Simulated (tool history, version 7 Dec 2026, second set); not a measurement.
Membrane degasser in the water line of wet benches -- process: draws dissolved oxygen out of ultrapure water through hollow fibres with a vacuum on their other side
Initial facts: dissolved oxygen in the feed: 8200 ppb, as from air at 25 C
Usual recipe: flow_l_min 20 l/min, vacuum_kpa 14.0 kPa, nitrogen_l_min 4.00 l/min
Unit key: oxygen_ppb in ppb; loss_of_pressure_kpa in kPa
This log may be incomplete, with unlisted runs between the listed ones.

Run 1, hour 0.0: usual settings. Result: oxygen_ppb 152.3 ppb, loss_of_pressure_kpa 34.40 kPa.
Run 2, hour 195.4: usual settings. Result: oxygen_ppb 152.2 ppb, loss_of_pressure_kpa 34.47 kPa.
Run 3, hour 375.5: usual settings but nitrogen_l_min 2.18 l/min. Result: oxygen_ppb 261.4 ppb, loss_of_pressure_kpa 34.70 kPa.
Run 4, hour 590.8: usual settings but nitrogen_l_min 9.00 l/min. Result: oxygen_ppb 79.8 ppb, loss_of_pressure_kpa 34.59 kPa.
Run 5, hour 754.4: usual settings but nitrogen_l_min 9.00 l/min. Result: oxygen_ppb 78.3 ppb, loss_of_pressure_kpa 34.54 kPa.
At hour 878.0: seals of the vacuum lines changed.
Run 6, hour 917.6: usual settings but nitrogen_l_min 9.00 l/min. Result: oxygen_ppb 76.0 ppb, loss_of_pressure_kpa 34.78 kPa.
Run 7, hour 1032.8: usual settings but nitrogen_l_min 9.00 l/min. Result: oxygen_ppb 78.6 ppb, loss_of_pressure_kpa 34.84 kPa.
Run 8, hour 1299.4: usual settings but flow_l_min 28 l/min, vacuum_kpa 28.1 kPa. Result: oxygen_ppb 437.2 ppb, loss_of_pressure_kpa 48.58 kPa.
Run 9, hour 1578.7: usual settings but flow_l_min 16 l/min, vacuum_kpa 8.4 kPa, nitrogen_l_min 1.80 l/min. Result: oxygen_ppb 123.4 ppb, loss_of_pressure_kpa 27.90 kPa.
Run 10, hour 1692.6: usual settings but flow_l_min 16 l/min, vacuum_kpa 8.4 kPa, nitrogen_l_min 1.80 l/min. Result: oxygen_ppb 125.5 ppb, loss_of_pressure_kpa 27.76 kPa.
Run 11, hour 1948.4: usual settings but flow_l_min 13 l/min, vacuum_kpa 25.5 kPa, nitrogen_l_min 4.43 l/min. Result: oxygen_ppb 170.8 ppb, loss_of_pressure_kpa 22.57 kPa.
Run 12, hour 2225.7: usual settings but flow_l_min 13 l/min, vacuum_kpa 25.5 kPa, nitrogen_l_min 8.54 l/min. Result: oxygen_ppb 90.9 ppb, loss_of_pressure_kpa 22.75 kPa.
Run 13, hour 2341.4: usual settings but flow_l_min 13 l/min, vacuum_kpa 25.5 kPa, nitrogen_l_min 8.54 l/min. Result: oxygen_ppb 92.5 ppb, loss_of_pressure_kpa 22.61 kPa.
Run 14, hour 2465.7: usual settings but flow_l_min 29 l/min, nitrogen_l_min 10.90 l/min. Result: oxygen_ppb 108.3 ppb, loss_of_pressure_kpa 50.79 kPa.

Here are 4 independent what-if runs from the current tool condition. What would each one return?
Run A, hour 2588.1: usual settings but flow_l_min 13 l/min, nitrogen_l_min 4.60 l/min. Result: oxygen_ppb ?, loss_of_pressure_kpa ?.
Run B, hour 2588.1: usual settings but flow_l_min 23 l/min, vacuum_kpa 24.6 kPa, nitrogen_l_min 5.65 l/min. Result: oxygen_ppb ?, loss_of_pressure_kpa ?.
Run C, hour 2588.1: usual settings but flow_l_min 29 l/min, vacuum_kpa 31.9 kPa, nitrogen_l_min 6.29 l/min. Result: oxygen_ppb ?, loss_of_pressure_kpa ?.
Run D, hour 2588.1: usual settings but flow_l_min 16 l/min. Result: oxygen_ppb ?, loss_of_pressure_kpa ?.

run  oxygen_ppb  loss_of_pressure_kpa
  A        83.3                 22.79
  B       235.1                 40.15
  C       348.3                 50.64
  D       118.9                 27.98
Had the tool no hidden state, the same runs would have come out as:
run  oxygen_ppb  loss_of_pressure_kpa
  A        79.6                 22.45
  B       228.7                 39.54
  C       340.6                 49.87
  D       114.0                 27.56
